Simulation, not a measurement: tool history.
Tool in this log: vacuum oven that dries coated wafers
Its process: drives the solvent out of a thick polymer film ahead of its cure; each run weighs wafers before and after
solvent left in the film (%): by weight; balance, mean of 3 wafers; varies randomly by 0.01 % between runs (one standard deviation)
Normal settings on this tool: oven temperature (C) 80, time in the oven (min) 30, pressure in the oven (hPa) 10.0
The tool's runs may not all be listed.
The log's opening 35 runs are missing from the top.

run,hour,oven temperature (C),time in the oven (min),pressure in the oven (hPa),hours of work since the thermocouples were calibrated,hours of work since the vacuum gauge was cleaned of residue,solvent left in the film (%)
36,385.6,77,30,24.8,377,89,2.58
37,399.2,77,30,24.8,387,98,2.60
38,407.3,80,23,6.3,392,104,1.83
39,423.4,80,23,6.3,403,115,1.82
40,438.3,80,23,6.3,413,125,1.82
41,445.4,80,23,6.3,418,129,1.83
42,456.5,93,29,6.3,425,137,0.20
43,469.3,80,30,10.0,434,146,1.21
44,476.6,80,16,12.1,439,151,3.55
45,486.7,94,21,20.3,446,157,0.58
46,496.3,95,50,10.0,452,164,0.27

3 options for the next run, each taken on its own from the tool as it stands now. Forecast them:
A,510.3,95,21,10.0,462,173,?
B,510.3,85,50,35.9,462,173,?
C,510.3,95,31,10.0,462,173,?

run,solvent left in the film (%)
A,0.29
B,1.35
C,0.27
Had the tool no hidden state, the same runs would have come out as:
run,solvent left in the film (%)
A,0.27
B,1.33
C,0.25
